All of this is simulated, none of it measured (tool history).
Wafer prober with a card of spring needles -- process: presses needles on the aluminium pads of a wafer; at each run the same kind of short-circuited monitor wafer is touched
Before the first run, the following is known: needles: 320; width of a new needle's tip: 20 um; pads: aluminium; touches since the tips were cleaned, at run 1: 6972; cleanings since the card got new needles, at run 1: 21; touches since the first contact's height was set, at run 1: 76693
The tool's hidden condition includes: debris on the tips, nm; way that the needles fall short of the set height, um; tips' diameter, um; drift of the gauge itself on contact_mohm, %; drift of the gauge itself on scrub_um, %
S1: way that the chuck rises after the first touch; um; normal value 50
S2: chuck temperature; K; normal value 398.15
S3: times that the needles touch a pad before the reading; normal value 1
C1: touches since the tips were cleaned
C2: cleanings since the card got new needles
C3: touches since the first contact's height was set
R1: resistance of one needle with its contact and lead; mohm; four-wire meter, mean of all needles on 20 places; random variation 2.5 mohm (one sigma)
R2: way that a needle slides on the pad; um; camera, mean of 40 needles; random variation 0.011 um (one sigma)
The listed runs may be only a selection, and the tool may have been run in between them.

Run 1, hour 0.0: usual settings; C1 6972; C2 21; C3 76693. Result: R1 372 mohm, R2 6.90 um.
At hour 10.0: tips cleaned on abrasive film.
Run 2, hour 15.5: usual settings; C1 1516; C2 22; C3 80927. Result: R1 329 mohm, R2 6.88 um.
Run 3, hour 32.5: usual settings; C1 6183; C2 22; C3 85594. Result: R1 368 mohm, R2 6.89 um.
At hour 43.3: tips cleaned on abrasive film.
Run 4, hour 60.1: usual settings but S3 2; C1 4628; C2 23; C3 93166. Result: R1 328 mohm, R2 6.88 um.
Run 5, hour 75.5: usual settings but S3 2; C1 8849; C2 23; C3 97387. Result: R1 334 mohm, R2 6.89 um.
At hour 76.9: tips cleaned on abrasive film.
Run 6, hour 99.1: usual settings but S2 334.15 K, S3 2; C1 6121; C2 24; C3 103867. Result: R1 319 mohm, R2 6.89 um.
At hour 111.5: tips cleaned on abrasive film.
Run 7, hour 124.1: usual settings but S3 2; C1 3484; C2 25; C3 110715. Result: R1 332 mohm, R2 6.88 um.
At hour 145.2: tips cleaned on abrasive film.
Run 8, hour 152.2: usual settings but S3 2; C1 1920; C2 26; C3 118401. Result: R1 322 mohm, R2 6.88 um.
Run 9, hour 174.4: usual settings but S1 43 um, S3 2; C1 8020; C2 26; C3 124501. Result: R1 350 mohm, R2 5.89 um.
At hour 178.3: tips cleaned on abrasive film.
Run 10, hour 199.0: usual settings but S3 2; C1 5690; C2 27; C3 131255. Result: R1 338 mohm, R2 6.85 um.
At hour 211.6: tips cleaned on abrasive film.
Run 11, hour 221.1: usual settings but S1 56 um; C1 2634; C2 28; C3 137309. Result: R1 338 mohm, R2 7.69 um.
Run 12, hour 239.7: usual settings but S1 51 um, S2 359.15 K; C1 7728; C2 28; C3 142403. Result: R1 359 mohm, R2 6.98 um.
At hour 245.8: tips cleaned on abrasive film.
Run 13, hour 260.3: usual settings but S2 312.15 K; C1 3985; C2 29; C3 148053. Result: R1 339 mohm, R2 6.86 um.
Run 14, hour 273.0: usual settings but S2 312.15 K; C1 7486; C2 29; C3 151554. Result: R1 351 mohm, R2 6.83 um.
At hour 275.3: height of the first contact set anew.
At hour 280.6: tips cleaned on abrasive film.
Run 15, hour 301.7: usual settings but S1 37 um, S2 350.15 K, S3 3; C1 5819; C2 30; C3 7230. Result: R1 340 mohm, R2 4.98 um.
At hour 314.8: tips cleaned on abrasive film.
Run 16, hour 314.8: usual settings but S3 3; C1 0; C2 31; C3 10802. Result: R1 294 mohm, R2 6.80 um.
Run 17, hour 332.3: usual settings but S1 42 um; C1 4811; C2 31; C3 15613. Result: R1 391 mohm, R2 5.68 um.
At hour 348.0: tips cleaned on abrasive film.
Run 18, hour 353.3: usual settings but S1 42 um, S3 3; C1 1463; C2 32; C3 21366. Result: R1 313 mohm, R2 5.68 um.
At hour 362.3: height of the first contact set anew, once more.
Run 19, hour 366.0: usual settings but S1 58 um, S2 365.15 K; C1 4853; C2 32; C3 997. Result: R1 334 mohm, R2 8.07 um.
At hour 382.1: tips cleaned on abrasive film.
Run 20, hour 384.9: usual settings but S1 33 um, S2 382.15 K, S3 2; C1 770; C2 33; C3 6180. Result: R1 332 mohm, R2 4.60 um.
Run 21, hour 402.2: usual settings but S2 313.15 K; C1 5520; C2 33; C3 10930. Result: R1 345 mohm, R2 6.93 um.
At hour 417.0: tips cleaned on abrasive film.
Run 22, hour 418.7: usual settings but S1 38 um, S2 314.15 K, S3 2; C1 479; C2 34; C3 15457. Result: R1 296 mohm, R2 5.27 um.

Branching from run 22: 4 alternative next runs. What would each branch give?
Run A, hour 437.2: usual settings but S1 37 um, S2 391.15 K, S3 2; C1 5554; C2 34; C3 20532. Result: R1 ?, R2 ?.
Run B, hour 437.2: usual settings but S2 329.15 K; C1 5554; C2 34; C3 20532. Result: R1 ?, R2 ?.
Run C, hour 437.2: usual settings but S1 37 um, S2 325.15 K, S3 2; C1 5554; C2 34; C3 20532. Result: R1 ?, R2 ?.
Run D, hour 437.2: usual settings but S2 355.15 K; C1 5554; C2 34; C3 20532. Result: R1 ?, R2 ?.

run   R1    R2
  A  366  5.11
  B  354  6.94
  C  362  5.14
  D  357  6.94
Take away the tool's hidden state, keep each run's random variation, and the runs would have read:
run   R1    R2
  A  289  5.12
  B  271  6.95
  C  275  5.15
  D  277  6.95
